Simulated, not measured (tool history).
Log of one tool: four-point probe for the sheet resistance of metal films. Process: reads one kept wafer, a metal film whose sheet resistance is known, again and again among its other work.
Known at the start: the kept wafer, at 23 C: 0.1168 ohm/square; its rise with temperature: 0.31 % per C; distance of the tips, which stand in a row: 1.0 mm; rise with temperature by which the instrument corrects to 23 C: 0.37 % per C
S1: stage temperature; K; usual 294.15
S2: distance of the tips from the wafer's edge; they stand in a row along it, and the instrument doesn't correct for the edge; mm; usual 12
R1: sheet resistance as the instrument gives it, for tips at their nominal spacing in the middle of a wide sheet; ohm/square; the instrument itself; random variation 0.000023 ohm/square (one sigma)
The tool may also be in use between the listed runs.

Run 1, hour 0: usual settings. Result: R1 0.118032 ohm/square.
Run 2, hour 9.3: usual settings. Result: R1 0.118066 ohm/square.
Run 3, hour 16.9: usual settings but S2 20 mm. Result: R1 0.117783 ohm/square.
Run 4, hour 26: usual settings but S2 20 mm. Result: R1 0.117786 ohm/square.
Run 5, hour 37.9: usual settings but S2 20 mm. Result: R1 0.117775 ohm/square.
Run 6, hour 45.5: usual settings but S2 20 mm. Result: R1 0.117774 ohm/square.
Run 7, hour 55.9: usual settings but S2 20 mm. Result: R1 0.117791 ohm/square.
Run 8, hour 70.2: usual settings but S2 20 mm. Result: R1 0.117807 ohm/square.
Run 9, hour 78.3: usual settings but S2 25 mm. Result: R1 0.117735 ohm/square.
Run 10, hour 84.6: usual settings but S2 25 mm. Result: R1 0.117741 ohm/square.
Run 11, hour 95.3: usual settings but S2 25 mm. Result: R1 0.117788 ohm/square.
Run 12, hour 109.7: usual settings but S2 25 mm. Result: R1 0.117779 ohm/square.
Run 13, hour 123.6: usual settings but S2 25 mm. Result: R1 0.117785 ohm/square.
Run 14, hour 138: usual settings but S2 13 mm. Result: R1 0.118082 ohm/square.
Run 15, hour 152.7: usual settings but S2 9 mm. Result: R1 0.118435 ohm/square.
Run 16, hour 165.6: usual settings but S2 9 mm. Result: R1 0.118464 ohm/square.
Run 17, hour 176.1: usual settings. Result: R1 0.1182 ohm/square.
Run 18, hour 182.6: usual settings. Result: R1 0.118174 ohm/square.
Run 19, hour 194.5: usual settings but S1 298.15 K, S2 28 mm. Result: R1 0.11754 ohm/square.
Run 20, hour 201.7: usual settings but S1 307.15 K, S2 4 mm. Result: R1 0.120657 ohm/square.
Run 21, hour 208.5: usual settings but S1 306.15 K, S2 4 mm. Result: R1 0.120727 ohm/square.
Run 22, hour 223.4: usual settings but S1 306.15 K, S2 5 mm. Result: R1 0.119379 ohm/square.
Run 23, hour 231.1: usual settings but S1 297.15 K, S2 8 mm. Result: R1 0.118505 ohm/square.

The next listed run, before its measurement:
Run 24, hour 245.4: usual settings but S1 307.15 K, S2 31 mm. Result: R1 ?.

R1: 0.116973 ohm/square
Without the tool's hidden state the same run would have given R1 0.116169 ohm/square.

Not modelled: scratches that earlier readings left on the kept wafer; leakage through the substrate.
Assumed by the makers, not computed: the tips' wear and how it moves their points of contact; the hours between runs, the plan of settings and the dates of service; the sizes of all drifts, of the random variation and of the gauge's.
